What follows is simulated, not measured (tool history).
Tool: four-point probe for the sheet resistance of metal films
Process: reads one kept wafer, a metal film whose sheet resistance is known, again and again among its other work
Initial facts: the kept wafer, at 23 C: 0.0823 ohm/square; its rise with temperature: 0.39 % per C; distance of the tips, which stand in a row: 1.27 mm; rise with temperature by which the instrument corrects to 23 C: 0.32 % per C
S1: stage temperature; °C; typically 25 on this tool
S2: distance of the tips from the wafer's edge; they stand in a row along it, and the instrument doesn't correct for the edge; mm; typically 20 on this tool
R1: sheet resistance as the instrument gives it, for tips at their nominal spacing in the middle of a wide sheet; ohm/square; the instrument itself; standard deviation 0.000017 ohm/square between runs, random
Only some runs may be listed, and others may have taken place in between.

{"run": 1, "hour": 0.0, "S1": 25, "S2": 20, "R1": 0.082581}
{"run": 2, "hour": 105.7, "S1": 25, "S2": 20, "R1": 0.082553}
{"run": 3, "hour": 210.5, "S1": 25, "S2": 20, "R1": 0.082506}
{"run": 4, "hour": 323.1, "S1": 25, "S2": 20, "R1": 0.082445}
{"run": 5, "hour": 387.8, "S1": 25, "S2": 20, "R1": 0.082456}
{"run": 6, "hour": 472.5, "S1": 25, "S2": 20, "R1": 0.082441}
{"run": 7, "hour": 572.2, "S1": 25, "S2": 20, "R1": 0.082357}
{"run": 8, "hour": 697.7, "S1": 25, "S2": 20, "R1": 0.082373}
{"run": 9, "hour": 796.8, "S1": 25, "S2": 20, "R1": 0.082327}
{"run": 10, "hour": 926.3, "S1": 25, "S2": 33, "R1": 0.082176}
{"run": 11, "hour": 1043.0, "S1": 25, "S2": 26, "R1": 0.082179}
{"run": 12, "hour": 1175.8, "S1": 25, "S2": 26, "R1": 0.082161}
{"run": 13, "hour": 1295.7, "S1": 25, "S2": 26, "R1": 0.082089}
{"run": 14, "hour": 1386.5, "S1": 25, "S2": 26, "R1": 0.082074}
{"hour": 1393.6, "done": "stage's thermometer calibrated"}
{"run": 15, "hour": 1448.9, "S1": 29, "S2": 20, "R1": 0.082388}
{"run": 16, "hour": 1520.4, "S1": 29, "S2": 20, "R1": 0.082365}
{"run": 17, "hour": 1650.5, "S1": 29, "S2": 20, "R1": 0.082295}
{"run": 18, "hour": 1772.6, "S1": 29, "S2": 20, "R1": 0.082278}
{"hour": 1855.0, "done": "stage's thermometer calibrated, once more"}
{"run": 19, "hour": 1867.7, "S1": 29, "S2": 20, "R1": 0.082161}
{"run": 20, "hour": 1972.3, "S1": 29, "S2": 20, "R1": 0.082143}
{"run": 21, "hour": 2041.5, "S1": 26, "S2": 19, "R1": 0.081976}
{"run": 22, "hour": 2125.3, "S1": 31, "S2": 36, "R1": 0.082077}
{"run": 23, "hour": 2225.0, "S1": 31, "S2": 36, "R1": 0.082064}
{"run": 24, "hour": 2316.1, "S1": 31, "S2": 36, "R1": 0.081998}
{"run": 25, "hour": 2439.6, "S1": 27, "S2": 14, "R1": 0.082079}
{"run": 26, "hour": 2569.7, "S1": 27, "S2": 14, "R1": 0.082001}
{"run": 27, "hour": 2674.7, "S1": 27, "S2": 14, "R1": 0.081979}
{"hour": 2734.2, "done": "new probe head fitted"}
{"run": 28, "hour": 2798.9, "S1": 27, "S2": 5, "R1": 0.085043}
{"run": 29, "hour": 2910.3, "S1": 28, "S2": 3, "R1": 0.089499}

How would selected steps in R1 from run to run divide? Give the signed amount a tool lacking its hidden state would still show from settings, what came in and random variation, and the signed amount left for the hidden state, including any gauge scatter that is not in both of the compared results.
What the log doesn't record here: inner tips' distance over the nominal, %; tips' flats over new ones', %; wafer's true temperature over the reading, C; drift of the gauge itself on sheet_ohm, %.
Run 18 -> 19: stage's thermometer calibrated, once more. R1 -0.000117 ohm/square: hidden state -0.000135, all else +0.000018.
Run 27 -> 28: S2 14 -> 5, new probe head fitted. R1 +0.003064 ohm/square: hidden state +0.000673, all else +0.002391.
Run 28 -> 29: S1 27 -> 28, S2 5 -> 3. R1 +0.004456 ohm/square: hidden state -0.000052, all else +0.004508.
